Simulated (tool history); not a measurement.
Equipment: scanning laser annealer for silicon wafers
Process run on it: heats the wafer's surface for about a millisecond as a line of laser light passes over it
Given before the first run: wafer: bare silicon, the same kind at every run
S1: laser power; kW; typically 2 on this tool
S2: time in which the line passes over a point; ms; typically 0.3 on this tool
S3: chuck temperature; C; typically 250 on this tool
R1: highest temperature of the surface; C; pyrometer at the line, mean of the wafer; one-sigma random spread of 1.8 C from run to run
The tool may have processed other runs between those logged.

{"run": 1, "hour": 0.0, "S1": 2, "S2": 0.3, "S3": 250, "R1": 1060}
{"run": 2, "hour": 31.5, "S1": 2, "S2": 0.3, "S3": 250, "R1": 1056}
{"run": 3, "hour": 55.3, "S1": 2, "S2": 0.3, "S3": 250, "R1": 1058}
{"run": 4, "hour": 85.5, "S1": 2, "S2": 0.3, "S3": 250, "R1": 1057}
{"run": 5, "hour": 117.8, "S1": 2, "S2": 0.225, "S3": 250, "R1": 933}
{"run": 6, "hour": 139.4, "S1": 2, "S2": 0.3, "S3": 250, "R1": 1056}
{"run": 7, "hour": 175.0, "S1": 2, "S2": 0.3, "S3": 250, "R1": 1054}
{"run": 8, "hour": 206.4, "S1": 2, "S2": 0.3, "S3": 250, "R1": 1056}
{"run": 9, "hour": 226.5, "S1": 1.886, "S2": 0.3, "S3": 250, "R1": 1009}
{"run": 10, "hour": 263.9, "S1": 1.886, "S2": 0.3, "S3": 250, "R1": 1007}
{"hour": 267.8, "done": "window over the wafer cleaned"}
{"run": 11, "hour": 297.2, "S1": 1.886, "S2": 0.3, "S3": 250, "R1": 994}
{"run": 12, "hour": 331.6, "S1": 2, "S2": 0.3, "S3": 250, "R1": 1038}
{"run": 13, "hour": 365.7, "S1": 2, "S2": 0.3, "S3": 250, "R1": 1034}
{"hour": 391.6, "done": "window over the wafer cleaned, once more"}
{"run": 14, "hour": 402.0, "S1": 1.803, "S2": 0.223, "S3": 250, "R1": 874}
{"run": 15, "hour": 431.8, "S1": 2, "S2": 0.23, "S3": 210, "R1": 916}
{"run": 16, "hour": 457.2, "S1": 2, "S2": 0.23, "S3": 210, "R1": 915}
{"hour": 482.7, "done": "optics aligned, line set to its width"}
{"run": 17, "hour": 482.7, "S1": 1.915, "S2": 0.36, "S3": 279, "R1": 1151}
{"run": 18, "hour": 522.7, "S1": 1.944, "S2": 0.277, "S3": 250, "R1": 1012}
{"run": 19, "hour": 540.9, "S1": 1.944, "S2": 0.277, "S3": 250, "R1": 1011}
{"run": 20, "hour": 577.2, "S1": 1.944, "S2": 0.277, "S3": 250, "R1": 1011}
{"run": 21, "hour": 603.2, "S1": 1.944, "S2": 0.277, "S3": 283, "R1": 1043}
{"run": 22, "hour": 643.2, "S1": 1.944, "S2": 0.277, "S3": 283, "R1": 1045}
{"run": 23, "hour": 677.3, "S1": 1.897, "S2": 0.277, "S3": 279, "R1": 1020}
{"run": 24, "hour": 719.1, "S1": 1.897, "S2": 0.277, "S3": 279, "R1": 1022}
{"run": 25, "hour": 744.6, "S1": 1.897, "S2": 0.277, "S3": 279, "R1": 1021}
{"run": 26, "hour": 783.9, "S1": 2.079, "S2": 0.243, "S3": 215, "R1": 967}

Results per run with the tool's hidden condition removed, run-to-run variation unchanged:
Hidden conditions of the tool in this case: light that passes the window, % of a clean one's; laser's true power over the reading, %; width of the line over the set one, %; drift of the gauge itself on peak_c, C.
run=1 R1=1080
run=2 R1=1078
run=3 R1=1080
run=4 R1=1079
run=5 R1=953
run=6 R1=1080
run=7 R1=1079
run=8 R1=1081
run=9 R1=1034
run=10 R1=1033
run=11 R1=1032
run=12 R1=1080
run=13 R1=1077
run=14 R1=882
run=15 R1=926
run=16 R1=925
run=17 R1=1158
run=18 R1=1019
run=19 R1=1020
run=20 R1=1020
run=21 R1=1053
run=22 R1=1056
run=23 R1=1031
run=24 R1=1034
run=25 R1=1034
run=26 R1=981
